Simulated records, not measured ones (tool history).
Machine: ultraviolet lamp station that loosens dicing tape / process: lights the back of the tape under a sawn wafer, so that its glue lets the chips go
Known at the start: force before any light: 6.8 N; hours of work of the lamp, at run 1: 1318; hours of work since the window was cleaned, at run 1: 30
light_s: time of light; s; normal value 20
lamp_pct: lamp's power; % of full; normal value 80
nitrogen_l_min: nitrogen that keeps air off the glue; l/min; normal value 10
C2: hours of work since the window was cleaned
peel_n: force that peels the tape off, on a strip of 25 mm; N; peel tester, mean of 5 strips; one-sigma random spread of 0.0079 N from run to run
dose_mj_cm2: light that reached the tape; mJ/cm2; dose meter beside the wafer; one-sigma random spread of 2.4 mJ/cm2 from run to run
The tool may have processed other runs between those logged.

Run 1, hour 0.0: usual settings; hours of work of the lamp 1318; C2 30. Result: peel_n 0.477 N, dose_mj_cm2 193 mJ/cm2.
Run 2, hour 37.6: usual settings; hours of work of the lamp 1341; C2 52. Result: peel_n 0.501 N, dose_mj_cm2 197 mJ/cm2.
Run 3, hour 71.0: usual settings; hours of work of the lamp 1361; C2 72. Result: peel_n 0.495 N, dose_mj_cm2 189 mJ/cm2.
Run 4, hour 129.5: usual settings; hours of work of the lamp 1396; C2 107. Result: peel_n 0.532 N, dose_mj_cm2 189 mJ/cm2.
Run 5, hour 186.5: usual settings; hours of work of the lamp 1430; C2 141. Result: peel_n 0.542 N, dose_mj_cm2 188 mJ/cm2.
Run 6, hour 253.7: usual settings; hours of work of the lamp 1470; C2 181. Result: peel_n 0.560 N, dose_mj_cm2 186 mJ/cm2.
Run 7, hour 325.1: usual settings but light_s 21 s; hours of work of the lamp 1512; C2 224. Result: peel_n 0.534 N, dose_mj_cm2 190 mJ/cm2.
At hour 331.0: window cleaned of glue's vapour.
Run 8, hour 366.4: usual settings but light_s 21 s; hours of work of the lamp 1537; C2 21. Result: peel_n 0.566 N, dose_mj_cm2 179 mJ/cm2.
Run 9, hour 443.2: usual settings but light_s 12 s; hours of work of the lamp 1583; C2 67. Result: peel_n 1.611 N, dose_mj_cm2 103 mJ/cm2.
Run 10, hour 500.7: usual settings but light_s 11 s; hours of work of the lamp 1617; C2 101. Result: peel_n 1.791 N, dose_mj_cm2 86 mJ/cm2.
Run 11, hour 550.5: usual settings but light_s 11 s; hours of work of the lamp 1647; C2 131. Result: peel_n 1.861 N, dose_mj_cm2 90 mJ/cm2.
Run 12, hour 613.8: usual settings; hours of work of the lamp 1685; C2 169. Result: peel_n 0.707 N, dose_mj_cm2 163 mJ/cm2.
Run 13, hour 659.0: usual settings; hours of work of the lamp 1712; C2 196. Result: peel_n 0.748 N, dose_mj_cm2 156 mJ/cm2.
At hour 710.1: window cleaned of glue's vapour, once more.
Run 14, hour 735.7: usual settings but light_s 26 s, lamp_pct 82 % of full, nitrogen_l_min 15 l/min; hours of work of the lamp 1757; C2 15. Result: peel_n 0.280 N, dose_mj_cm2 239 mJ/cm2.
Run 15, hour 797.4: usual settings but nitrogen_l_min 19 l/min; hours of work of the lamp 1794; C2 52. Result: peel_n 0.445 N, dose_mj_cm2 175 mJ/cm2.
Run 16, hour 859.7: usual settings but lamp_pct 77 % of full; hours of work of the lamp 1831; C2 89. Result: peel_n 0.675 N, dose_mj_cm2 166 mJ/cm2.
At hour 867.4: lamp changed.
Run 17, hour 918.9: usual settings but light_s 25 s; hours of work of the lamp 31; C2 124. Result: peel_n 0.229 N, dose_mj_cm2 293 mJ/cm2.
Run 18, hour 984.9: usual settings but light_s 25 s; hours of work of the lamp 70; C2 164. Result: peel_n 0.244 N, dose_mj_cm2 291 mJ/cm2.
Run 19, hour 1057.4: usual settings but light_s 14 s, lamp_pct 65 % of full; hours of work of the lamp 114; C2 207. Result: peel_n 1.044 N, dose_mj_cm2 127 mJ/cm2.
Run 20, hour 1130.1: usual settings but light_s 16 s, lamp_pct 65 % of full; hours of work of the lamp 157; C2 250. Result: peel_n 0.883 N, dose_mj_cm2 149 mJ/cm2.
At hour 1141.5: window cleaned of glue's vapour.
Run 21, hour 1180.7: usual settings but light_s 16 s, lamp_pct 65 % of full; hours of work of the lamp 187; C2 23. Result: peel_n 0.784 N, dose_mj_cm2 150 mJ/cm2.
Run 22, hour 1216.7: usual settings but light_s 34 s, nitrogen_l_min 8 l/min; hours of work of the lamp 208; C2 45. Result: peel_n 0.189 N, dose_mj_cm2 395 mJ/cm2.
Run 23, hour 1262.9: usual settings but light_s 34 s, lamp_pct 82 % of full, nitrogen_l_min 12 l/min; hours of work of the lamp 236; C2 73. Result: peel_n 0.184 N, dose_mj_cm2 397 mJ/cm2.
Run 24, hour 1304.6: usual settings but light_s 32 s, lamp_pct 81 % of full; hours of work of the lamp 261; C2 97. Result: peel_n 0.185 N, dose_mj_cm2 366 mJ/cm2.

Branching from run 24: 4 alternative next runs. What would each branch give?
Run A, hour 1364.0: usual settings but light_s 11 s, lamp_pct 65 % of full, nitrogen_l_min 3 l/min; hours of work of the lamp 296; C2 133. Result: peel_n ?, dose_mj_cm2 ?.
Run B, hour 1364.0: usual settings but light_s 17 s; hours of work of the lamp 296; C2 133. Result: peel_n ?, dose_mj_cm2 ?.
Run C, hour 1364.0: usual settings but light_s 16 s, lamp_pct 89 % of full; hours of work of the lamp 296; C2 133. Result: peel_n ?, dose_mj_cm2 ?.
Run D, hour 1364.0: usual settings but light_s 13 s, lamp_pct 74 % of full; hours of work of the lamp 296; C2 133. Result: peel_n ?, dose_mj_cm2 ?.

run  peel_n  dose_mj_cm2
  A   2.268           95
  B   0.516          190
  C   0.460          198
  D   1.007          137
Without the tool's hidden state the same runs would have given:
run  peel_n  dose_mj_cm2
  A   2.022          106
  B   0.418          211
  C   0.371          220
  D   0.831          153
